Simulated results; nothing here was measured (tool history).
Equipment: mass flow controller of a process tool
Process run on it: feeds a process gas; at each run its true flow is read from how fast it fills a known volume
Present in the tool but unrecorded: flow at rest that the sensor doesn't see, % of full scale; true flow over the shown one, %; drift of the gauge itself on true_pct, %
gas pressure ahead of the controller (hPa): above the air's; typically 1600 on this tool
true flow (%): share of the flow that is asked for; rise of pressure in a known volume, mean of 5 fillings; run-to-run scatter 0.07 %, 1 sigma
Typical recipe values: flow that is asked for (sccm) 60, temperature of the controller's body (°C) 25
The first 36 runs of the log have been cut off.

run,hour,flow that is asked for (sccm),gas pressure ahead of the controller (hPa),temperature of the controller's body (°C),hours of work since the controller was set to zero,hours of work since the controller was changed,true flow (%)
37,8043.8,47,2780,27,1281,1281,99.52
38,8238.1,47,1600,25,1405,1405,98.99
39,8402.3,22,1540,26,1510,1510,98.90
40,8549.5,22,1540,26,1604,1604,98.87
41,8692.9,22,1670,27,1695,1695,98.88
42,8958.6,22,1700,21,1865,1865,99.22
43,9212.2,22,1700,21,2027,2027,99.31
44,9461.9,35,2320,29,2186,2186,99.07
45,9725.8,81,1600,36,2355,2355,98.40
46,9860.3,81,1600,36,2441,2441,98.55
47,10089.1,81,2510,36,2587,2587,99.02

Branching from run 47: 4 alternative next runs. What would each branch give?
A,10380.7,59,2620,23,2773,2773,?
B,10380.7,93,1770,24,2773,2773,?
C,10380.7,31,1750,31,2773,2773,?
D,10380.7,141,2510,38,2773,2773,?

run,true flow (%)
A,99.63
B,99.53
C,98.68
D,99.16
With no hidden state in the tool, these same runs would have given:
run,true flow (%)
A,99.62
B,99.53
C,98.67
D,99.16
